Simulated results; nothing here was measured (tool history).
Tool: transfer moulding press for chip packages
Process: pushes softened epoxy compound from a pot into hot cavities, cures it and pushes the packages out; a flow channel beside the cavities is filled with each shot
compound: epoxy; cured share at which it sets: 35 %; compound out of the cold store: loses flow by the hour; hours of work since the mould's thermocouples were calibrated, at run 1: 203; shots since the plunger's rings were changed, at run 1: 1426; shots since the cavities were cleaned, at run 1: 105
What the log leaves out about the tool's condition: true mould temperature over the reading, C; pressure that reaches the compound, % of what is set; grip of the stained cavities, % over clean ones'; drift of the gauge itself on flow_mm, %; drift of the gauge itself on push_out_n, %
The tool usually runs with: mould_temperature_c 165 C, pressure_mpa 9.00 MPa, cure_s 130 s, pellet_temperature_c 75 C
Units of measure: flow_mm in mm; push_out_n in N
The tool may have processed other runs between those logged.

run,hour,mould_temperature_c,pressure_mpa,cure_s,pellet_temperature_c,hours of work since the mould's thermocouples were calibrated,shots since the plunger's rings were changed,shots since the cavities were cleaned,incoming compound's hours out of the cold store,flow_mm,push_out_n
1,0.0,165,9.00,130,75,203,1426,105,18.9,941,504
2,21.8,165,9.00,130,75,220,1660,339,34.2,865,496
3,51.2,165,9.00,130,75,242,1977,656,26.8,907,498
# hour 55.1: cavities cleaned with cleaning compound and waxed
4,75.6,165,9.00,130,82,259,2223,220,42.3,829,473
5,98.1,165,9.00,130,75,276,2465,462,29.0,900,493
# hour 119.2: cavities cleaned with cleaning compound and waxed
6,119.5,165,9.00,130,75,291,2679,3,13.3,977,504
7,134.8,165,9.00,130,73,302,2844,168,25.8,903,502
8,163.2,165,9.00,130,75,324,3150,474,18.0,951,487
# hour 182.8: cavities cleaned with cleaning compound and waxed
9,186.7,165,9.00,130,75,340,3386,42,30.3,891,499
10,203.4,165,9.00,130,75,353,3566,222,27.6,895,500
11,221.8,166,9.00,130,75,366,3764,420,15.9,954,504
12,243.1,165,9.00,130,75,382,3993,649,10.8,997,508
# hour 247.1: cavities cleaned with cleaning compound and waxed
13,259.1,165,9.00,130,75,393,4149,129,47.1,796,489
14,272.9,165,10.60,130,75,404,4297,277,22.0,1005,493
15,285.1,158,10.26,112,80,413,4428,408,21.4,1036,1120
16,305.6,163,10.26,165,80,428,4649,629,16.2,1032,451
# hour 311.3: cavities cleaned with cleaning compound and waxed
17,321.3,165,10.23,130,70,439,4802,108,41.0,886,517
# hour 337.4: plunger's sealing rings changed
18,347.2,165,7.73,130,67,457,106,360,32.2,808,492
19,362.4,165,7.73,130,67,468,269,523,47.0,745,516
# hour 370.3: mould's thermocouples calibrated
# hour 378.8: cavities cleaned with cleaning compound and waxed
20,378.8,165,9.00,130,83,5,408,0,27.7,894,481
21,403.3,158,10.81,168,70,24,671,263,44.9,923,496
22,424.6,158,10.81,168,70,40,901,493,24.3,1041,528
# hour 441.7: cavities cleaned with cleaning compound and waxed
23,441.7,158,10.81,168,70,51,1069,0,19.9,1071,525
24,455.0,172,10.81,168,75,61,1212,143,44.5,864,434
25,481.7,167,10.03,169,75,81,1500,431,12.4,1031,422
26,498.7,165,7.76,130,83,94,1682,613,42.5,765,500
# hour 505.0: cavities cleaned with cleaning compound and waxed
27,514.0,165,7.76,130,83,105,1830,96,43.3,759,470
28,540.2,165,7.76,130,83,124,2113,379,11.2,915,526

Forecast each of these 3 alternatives for the next run:
A,565.2,165,6.92,130,83,143,2381,647,41.2,?,?
B,565.2,165,7.96,128,83,143,2381,647,38.9,?,?
C,565.2,162,10.23,130,68,143,2381,647,27.5,?,?

run,flow_mm,push_out_n
A,730,488
B,784,499
C,969,597
What these runs would have given with no unlogged condition in the tool:
run,flow_mm,push_out_n
A,730,485
B,784,496
C,970,593
